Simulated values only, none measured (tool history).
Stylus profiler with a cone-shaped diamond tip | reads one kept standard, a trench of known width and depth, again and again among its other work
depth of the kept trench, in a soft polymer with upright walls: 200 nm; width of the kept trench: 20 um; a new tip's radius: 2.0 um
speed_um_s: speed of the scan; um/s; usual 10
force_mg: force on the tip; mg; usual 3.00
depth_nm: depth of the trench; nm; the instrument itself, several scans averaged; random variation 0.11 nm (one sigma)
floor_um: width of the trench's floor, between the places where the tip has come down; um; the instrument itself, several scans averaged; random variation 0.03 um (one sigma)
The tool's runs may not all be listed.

{"run": 1, "hour": 0.0, "speed_um_s": 10, "force_mg": 3.0, "depth_nm": 202.13, "floor_um": 17.82}
{"run": 2, "hour": 68.9, "speed_um_s": 10, "force_mg": 3.0, "depth_nm": 202.13, "floor_um": 17.79}
{"run": 3, "hour": 109.8, "speed_um_s": 10, "force_mg": 3.0, "depth_nm": 202.24, "floor_um": 17.76}
{"run": 4, "hour": 163.4, "speed_um_s": 2, "force_mg": 3.0, "depth_nm": 202.31, "floor_um": 17.8}
{"run": 5, "hour": 217.5, "speed_um_s": 2, "force_mg": 3.0, "depth_nm": 202.25, "floor_um": 17.79}
{"run": 6, "hour": 283.6, "speed_um_s": 20, "force_mg": 3.0, "depth_nm": 202.13, "floor_um": 17.74}
{"run": 7, "hour": 340.8, "speed_um_s": 21, "force_mg": 3.0, "depth_nm": 202.41, "floor_um": 17.73}
{"run": 8, "hour": 378.7, "speed_um_s": 10, "force_mg": 3.0, "depth_nm": 202.44, "floor_um": 17.72}
{"run": 9, "hour": 435.3, "speed_um_s": 11, "force_mg": 3.0, "depth_nm": 202.25, "floor_um": 17.72}
{"run": 10, "hour": 471.1, "speed_um_s": 10, "force_mg": 3.0, "depth_nm": 202.16, "floor_um": 17.66}
{"run": 11, "hour": 526.2, "speed_um_s": 10, "force_mg": 3.0, "depth_nm": 202.33, "floor_um": 17.71}
{"run": 12, "hour": 584.1, "speed_um_s": 10, "force_mg": 3.0, "depth_nm": 202.17, "floor_um": 17.69}
{"run": 13, "hour": 646.6, "speed_um_s": 10, "force_mg": 3.0, "depth_nm": 202.48, "floor_um": 17.63}
{"run": 14, "hour": 691.9, "speed_um_s": 10, "force_mg": 1.8, "depth_nm": 201.87, "floor_um": 17.67}
{"run": 15, "hour": 730.7, "speed_um_s": 10, "force_mg": 3.0, "depth_nm": 202.38, "floor_um": 17.64}
{"run": 16, "hour": 762.7, "speed_um_s": 6, "force_mg": 3.0, "depth_nm": 202.27, "floor_um": 17.63}
{"run": 17, "hour": 812.1, "speed_um_s": 6, "force_mg": 3.0, "depth_nm": 202.23, "floor_um": 17.62}
{"run": 18, "hour": 883.8, "speed_um_s": 6, "force_mg": 3.0, "depth_nm": 202.35, "floor_um": 17.64}
{"run": 19, "hour": 922.0, "speed_um_s": 6, "force_mg": 3.0, "depth_nm": 202.43, "floor_um": 17.64}
{"run": 20, "hour": 963.7, "speed_um_s": 6, "force_mg": 3.0, "depth_nm": 202.53, "floor_um": 17.64}
{"run": 21, "hour": 994.3, "speed_um_s": 10, "force_mg": 3.0, "depth_nm": 202.55, "floor_um": 17.64}
{"run": 22, "hour": 1056.4, "speed_um_s": 5, "force_mg": 3.0, "depth_nm": 202.53, "floor_um": 17.65}
{"run": 23, "hour": 1091.8, "speed_um_s": 5, "force_mg": 4.39, "depth_nm": 202.98, "floor_um": 17.53}
{"run": 24, "hour": 1127.2, "speed_um_s": 38, "force_mg": 6.09, "depth_nm": 203.5, "floor_um": 17.54}
{"run": 25, "hour": 1179.5, "speed_um_s": 25, "force_mg": 6.36, "depth_nm": 203.74, "floor_um": 17.5}
{"run": 26, "hour": 1246.4, "speed_um_s": 12, "force_mg": 3.38, "depth_nm": 202.77, "floor_um": 17.56}
{"run": 27, "hour": 1320.6, "speed_um_s": 10, "force_mg": 1.08, "depth_nm": 201.75, "floor_um": 17.49}
{"run": 28, "hour": 1377.1, "speed_um_s": 13, "force_mg": 2.83, "depth_nm": 202.55, "floor_um": 17.48}
{"run": 29, "hour": 1435.4, "speed_um_s": 13, "force_mg": 2.83, "depth_nm": 202.47, "floor_um": 17.51}
{"run": 30, "hour": 1474.8, "speed_um_s": 19, "force_mg": 7.2, "depth_nm": 203.97, "floor_um": 17.48}
{"run": 31, "hour": 1538.8, "speed_um_s": 6, "force_mg": 2.75, "depth_nm": 202.66, "floor_um": 17.49}
{"run": 32, "hour": 1608.0, "speed_um_s": 5, "force_mg": 2.58, "depth_nm": 202.39, "floor_um": 17.47}
{"run": 33, "hour": 1660.8, "speed_um_s": 12, "force_mg": 4.64, "depth_nm": 203.39, "floor_um": 17.49}
{"hour": 1698.2, "done": "height scale calibrated on a step standard"}
{"run": 34, "hour": 1720.8, "speed_um_s": 12, "force_mg": 4.64, "depth_nm": 202.09, "floor_um": 17.43}
{"run": 35, "hour": 1777.1, "speed_um_s": 21, "force_mg": 3.89, "depth_nm": 201.89, "floor_um": 17.41}
{"run": 36, "hour": 1815.8, "speed_um_s": 21, "force_mg": 3.89, "depth_nm": 201.89, "floor_um": 17.44}
{"run": 37, "hour": 1876.8, "speed_um_s": 21, "force_mg": 3.89, "depth_nm": 201.92, "floor_um": 17.42}
{"run": 38, "hour": 1920.6, "speed_um_s": 4, "force_mg": 3.06, "depth_nm": 201.7, "floor_um": 17.42}
{"run": 39, "hour": 1972.0, "speed_um_s": 21, "force_mg": 7.83, "depth_nm": 203.24, "floor_um": 17.38}
{"run": 40, "hour": 2043.9, "speed_um_s": 21, "force_mg": 7.83, "depth_nm": 203.31, "floor_um": 17.35}
{"run": 41, "hour": 2112.5, "speed_um_s": 4, "force_mg": 1.81, "depth_nm": 201.14, "floor_um": 17.4}
{"run": 42, "hour": 2183.8, "speed_um_s": 4, "force_mg": 2.41, "depth_nm": 201.6, "floor_um": 17.36}
{"run": 43, "hour": 2219.9, "speed_um_s": 9, "force_mg": 1.65, "depth_nm": 201.22, "floor_um": 17.39}
{"run": 44, "hour": 2257.4, "speed_um_s": 9, "force_mg": 1.65, "depth_nm": 201.15, "floor_um": 17.34}
{"run": 45, "hour": 2311.6, "speed_um_s": 12, "force_mg": 3.0, "depth_nm": 201.82, "floor_um": 17.36}

Forecast each of these 3 alternatives for the next run:
{"run": "A", "hour": 2367.5, "speed_um_s": 33, "force_mg": 1.43, "depth_nm": "?", "floor_um": "?"}
{"run": "B", "hour": 2367.5, "speed_um_s": 7, "force_mg": 1.58, "depth_nm": "?", "floor_um": "?"}
{"run": "C", "hour": 2367.5, "speed_um_s": 10, "force_mg": 2.68, "depth_nm": "?", "floor_um": "?"}

run=A depth_nm=201.26 floor_um=17.29
run=B depth_nm=201.29 floor_um=17.31
run=C depth_nm=201.56 floor_um=17.34
Without the tool's hidden state the same runs would have given:
run=A depth_nm=201.06 floor_um=18.18
run=B depth_nm=201.09 floor_um=18.21
run=C depth_nm=201.36 floor_um=18.24
